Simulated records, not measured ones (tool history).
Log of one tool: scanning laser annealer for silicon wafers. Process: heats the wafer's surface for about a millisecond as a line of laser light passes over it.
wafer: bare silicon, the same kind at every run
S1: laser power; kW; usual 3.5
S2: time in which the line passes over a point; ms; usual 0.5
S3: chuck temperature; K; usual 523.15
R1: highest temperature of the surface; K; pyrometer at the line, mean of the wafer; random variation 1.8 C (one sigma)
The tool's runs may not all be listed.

{"run": 1, "hour": 0.0, "S1": 3.5, "S2": 0.5, "S3": 523.15, "R1": 1221.15}
{"run": 2, "hour": 47.6, "S1": 3.5, "S2": 0.5, "S3": 523.15, "R1": 1218.15}
{"run": 3, "hour": 94.3, "S1": 3.5, "S2": 0.5, "S3": 523.15, "R1": 1220.15}
{"run": 4, "hour": 127.3, "S1": 3.5, "S2": 0.5, "S3": 523.15, "R1": 1219.15}
{"run": 5, "hour": 165.3, "S1": 3.5, "S2": 0.5, "S3": 523.15, "R1": 1217.15}
{"run": 6, "hour": 194.0, "S1": 3.5, "S2": 0.5, "S3": 523.15, "R1": 1218.15}
{"run": 7, "hour": 258.2, "S1": 3.609, "S2": 0.5, "S3": 523.15, "R1": 1239.15}
{"hour": 297.7, "done": "window over the wafer cleaned"}
{"run": 8, "hour": 309.2, "S1": 3.5, "S2": 0.5, "S3": 523.15, "R1": 1230.15}
{"run": 9, "hour": 345.4, "S1": 3.5, "S2": 0.5, "S3": 523.15, "R1": 1228.15}
{"run": 10, "hour": 409.6, "S1": 3.5, "S2": 0.5, "S3": 523.15, "R1": 1227.15}
{"run": 11, "hour": 447.1, "S1": 3.361, "S2": 0.5, "S3": 523.15, "R1": 1196.15}
{"run": 12, "hour": 475.5, "S1": 3.361, "S2": 0.5, "S3": 523.15, "R1": 1201.15}
{"run": 13, "hour": 514.2, "S1": 3.361, "S2": 0.5, "S3": 523.15, "R1": 1198.15}
{"run": 14, "hour": 553.1, "S1": 3.361, "S2": 0.5, "S3": 523.15, "R1": 1200.15}
{"run": 15, "hour": 602.1, "S1": 3.5, "S2": 0.5, "S3": 523.15, "R1": 1224.15}
{"run": 16, "hour": 645.3, "S1": 3.5, "S2": 0.5, "S3": 523.15, "R1": 1225.15}
{"hour": 654.7, "done": "optics aligned, line set to its width"}
{"run": 17, "hour": 682.4, "S1": 3.5, "S2": 0.5, "S3": 523.15, "R1": 1221.15}
{"run": 18, "hour": 740.0, "S1": 3.5, "S2": 0.5, "S3": 523.15, "R1": 1219.15}
{"run": 19, "hour": 802.6, "S1": 3.5, "S2": 0.5, "S3": 523.15, "R1": 1218.15}
{"run": 20, "hour": 853.2, "S1": 3.5, "S2": 0.5, "S3": 523.15, "R1": 1217.15}
{"hour": 895.3, "done": "optics aligned, line set to its width, once more"}
{"run": 21, "hour": 915.5, "S1": 3.5, "S2": 0.5, "S3": 523.15, "R1": 1230.15}
{"run": 22, "hour": 954.9, "S1": 3.322, "S2": 0.51, "S3": 552.15, "R1": 1232.15}
{"run": 23, "hour": 992.1, "S1": 3.707, "S2": 0.546, "S3": 552.15, "R1": 1330.15}
{"run": 24, "hour": 1030.6, "S1": 3.707, "S2": 0.546, "S3": 552.15, "R1": 1331.15}
{"run": 25, "hour": 1063.3, "S1": 3.461, "S2": 0.364, "S3": 526.15, "R1": 1133.15}
{"run": 26, "hour": 1116.8, "S1": 3.082, "S2": 0.544, "S3": 499.15, "R1": 1143.15}
{"run": 27, "hour": 1144.1, "S1": 3.5, "S2": 0.481, "S3": 512.15, "R1": 1208.15}
{"run": 28, "hour": 1204.8, "S1": 3.465, "S2": 0.444, "S3": 538.15, "R1": 1202.15}
{"run": 29, "hour": 1239.4, "S1": 3.755, "S2": 0.589, "S3": 538.15, "R1": 1350.15}
{"run": 30, "hour": 1286.5, "S1": 3.659, "S2": 0.614, "S3": 561.15, "R1": 1363.15}
{"run": 31, "hour": 1325.6, "S1": 3.66, "S2": 0.565, "S3": 500.15, "R1": 1275.15}
{"run": 32, "hour": 1368.6, "S1": 2.996, "S2": 0.463, "S3": 489.15, "R1": 1070.15}
{"run": 33, "hour": 1406.4, "S1": 3.77, "S2": 0.396, "S3": 563.15, "R1": 1241.15}
{"run": 34, "hour": 1445.1, "S1": 3.77, "S2": 0.396, "S3": 563.15, "R1": 1244.15}
{"run": 35, "hour": 1499.9, "S1": 3.77, "S2": 0.396, "S3": 563.15, "R1": 1244.15}
{"hour": 1549.2, "done": "window over the wafer cleaned"}
{"run": 36, "hour": 1551.9, "S1": 3.24, "S2": 0.396, "S3": 525.15, "R1": 1120.15}
{"run": 37, "hour": 1597.7, "S1": 3.5, "S2": 0.56, "S3": 523.15, "R1": 1269.15}
{"run": 38, "hour": 1643.9, "S1": 3.129, "S2": 0.552, "S3": 537.15, "R1": 1198.15}
{"run": 39, "hour": 1685.6, "S1": 3.129, "S2": 0.552, "S3": 537.15, "R1": 1199.15}
{"run": 40, "hour": 1740.4, "S1": 3.8, "S2": 0.561, "S3": 523.15, "R1": 1330.15}

Forecast each of these 3 alternatives for the next run:
{"run": "A", "hour": 1790.7, "S1": 3.8, "S2": 0.576, "S3": 520.15, "R1": "?"}
{"run": "B", "hour": 1790.7, "S1": 3.5, "S2": 0.437, "S3": 561.15, "R1": "?"}
{"run": "C", "hour": 1790.7, "S1": 3.5, "S2": 0.403, "S3": 546.15, "R1": "?"}

run=A R1=1340.15
run=B R1=1227.15
run=C R1=1191.15
Without the tool's hidden state the same runs would have given:
run=A R1=1347.15
run=B R1=1233.15
run=C R1=1196.15
